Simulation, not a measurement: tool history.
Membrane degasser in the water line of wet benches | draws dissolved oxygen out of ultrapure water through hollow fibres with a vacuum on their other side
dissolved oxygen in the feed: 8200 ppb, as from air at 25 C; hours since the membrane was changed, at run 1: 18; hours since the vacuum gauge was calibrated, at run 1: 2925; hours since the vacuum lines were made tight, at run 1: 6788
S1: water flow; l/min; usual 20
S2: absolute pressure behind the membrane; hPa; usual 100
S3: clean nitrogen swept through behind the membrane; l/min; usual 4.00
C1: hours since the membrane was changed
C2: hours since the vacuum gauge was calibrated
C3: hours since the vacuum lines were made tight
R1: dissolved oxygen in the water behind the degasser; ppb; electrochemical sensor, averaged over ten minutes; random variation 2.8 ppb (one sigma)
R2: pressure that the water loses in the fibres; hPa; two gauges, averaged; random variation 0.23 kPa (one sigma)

run 1 hour=0.0 | S1=20 S2=100 S3=4.00 | C1=18 C2=2925 C3=6788 | R1=275.2 R2=593.0
run 2 hour=145.5 | S1=20 S2=64 S3=4.00 | C1=163 C2=3071 C3=6934 | R1=234.1 R2=594.9
run 3 hour=279.9 | S1=20 S2=100 S3=4.00 | C1=297 C2=3205 C3=7068 | R1=277.6 R2=592.4
run 4 hour=362.2 | S1=20 S2=100 S3=4.00 | C1=380 C2=3287 C3=7150 | R1=277.2 R2=596.6
run 5 hour=468.3 | S1=20 S2=100 S3=4.00 | C1=486 C2=3394 C3=7257 | R1=267.1 R2=591.2
run 6 hour=551.0 | S1=20 S2=100 S3=4.00 | C1=569 C2=3476 C3=7339 | R1=274.7 R2=596.7
-- hour=694.9 seals of the vacuum lines changed
run 7 hour=703.7 | S1=20 S2=100 S3=4.00 | C1=719 C2=3627 C3=9 | R1=270.7 R2=591.5
run 8 hour=828.8 | S1=20 S2=100 S3=4.00 | C1=844 C2=3752 C3=134 | R1=272.8 R2=590.7
run 9 hour=965.4 | S1=20 S2=100 S3=4.00 | C1=981 C2=3889 C3=271 | R1=277.9 R2=590.7
run 10 hour=1074.2 | S1=20 S2=100 S3=4.00 | C1=1090 C2=3997 C3=379 | R1=272.3 R2=594.3
run 11 hour=1167.8 | S1=20 S2=100 S3=4.00 | C1=1183 C2=4091 C3=473 | R1=278.0 R2=589.5
run 12 hour=1243.2 | S1=20 S2=100 S3=4.00 | C1=1259 C2=4166 C3=548 | R1=271.7 R2=589.7
run 13 hour=1373.8 | S1=20 S2=100 S3=4.00 | C1=1389 C2=4297 C3=679 | R1=272.6 R2=588.8
run 14 hour=1509.0 | S1=20 S2=100 S3=4.00 | C1=1525 C2=4432 C3=814 | R1=273.1 R2=587.9
run 15 hour=1645.7 | S1=20 S2=111 S3=4.00 | C1=1661 C2=4569 C3=951 | R1=285.5 R2=587.8
run 16 hour=1732.2 | S1=20 S2=111 S3=4.00 | C1=1748 C2=4656 C3=1037 | R1=289.7 R2=587.5
run 17 hour=1869.1 | S1=20 S2=111 S3=4.00 | C1=1885 C2=4792 C3=1174 | R1=290.0 R2=583.1
run 18 hour=1939.3 | S1=27 S2=83 S3=6.28 | C1=1955 C2=4863 C3=1244 | R1=390.3 R2=789.7
run 19 hour=2036.0 | S1=27 S2=83 S3=6.28 | C1=2052 C2=4959 C3=1341 | R1=392.9 R2=787.3
run 20 hour=2174.8 | S1=20 S2=115 S3=4.00 | C1=2190 C2=5098 C3=1480 | R1=292.4 R2=583.5

Run 21 comes next. What will it give?
run 21 hour=2270.5 | S1=20 S2=115 S3=4.00 | C1=2286 C2=5194 C3=1576 | R1=? R2=?

R1: 293.0 ppb
R2: 587.0 hPa
Without the tool's hidden state the same run would have given R1 292.8 ppb, R2 596.8 hPa.

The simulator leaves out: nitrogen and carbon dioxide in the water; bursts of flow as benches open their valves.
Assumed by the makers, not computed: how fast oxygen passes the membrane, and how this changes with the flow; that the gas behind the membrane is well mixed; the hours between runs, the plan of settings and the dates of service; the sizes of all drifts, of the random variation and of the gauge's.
